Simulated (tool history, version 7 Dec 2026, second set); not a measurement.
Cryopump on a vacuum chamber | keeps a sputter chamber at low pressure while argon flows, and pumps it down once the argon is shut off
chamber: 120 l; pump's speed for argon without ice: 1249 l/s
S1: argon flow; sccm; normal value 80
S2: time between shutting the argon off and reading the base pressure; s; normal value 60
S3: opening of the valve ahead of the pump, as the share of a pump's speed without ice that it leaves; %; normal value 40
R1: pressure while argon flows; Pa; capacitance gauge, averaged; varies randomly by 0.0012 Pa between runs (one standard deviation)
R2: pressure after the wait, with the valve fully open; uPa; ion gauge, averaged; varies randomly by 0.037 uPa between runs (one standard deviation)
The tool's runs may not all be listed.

run,hour,S1,S2,S3,R1,R2
1,0,80,60,40,0.2873,3.8
2,19.9,156,60,40,0.5596,3.89
3,35.6,80,60,38,0.3012,3.96
4,51.4,38,60,38,0.1442,3.91
5,77.3,80,60,40,0.2896,3.98
6,106.2,80,60,40,0.2903,3.98
7,129.1,80,60,40,0.2913,3.94
8,146.2,80,60,40,0.2935,3.96
9,165.9,80,60,40,0.2948,4.13
10,191.2,57,51,40,0.2112,4.35
11,220.2,57,34,40,0.2125,5.47
12,236.9,57,34,40,0.2107,5.7
13,259.7,89,34,22,0.5775,5.51
14,273.3,96,34,38,0.3772,5.54
15,297,88,60,23,0.5495,4.12
16,321.7,88,23,16,0.7765,7.25
17,345,80,25,40,0.3007,6.9

Forecast each of these 3 alternatives for the next run:
A,370.8,108,25,37,?,?
B,370.8,58,21,40,?,?
C,370.8,80,78,40,?,?

run,R1,R2
A,0.44,6.9
B,0.2192,7.97
C,0.3016,3.86
With no hidden state in the tool, these same runs would have given:
run,R1,R2
A,0.3965,4.7
B,0.196,5.71
C,0.2698,1.66
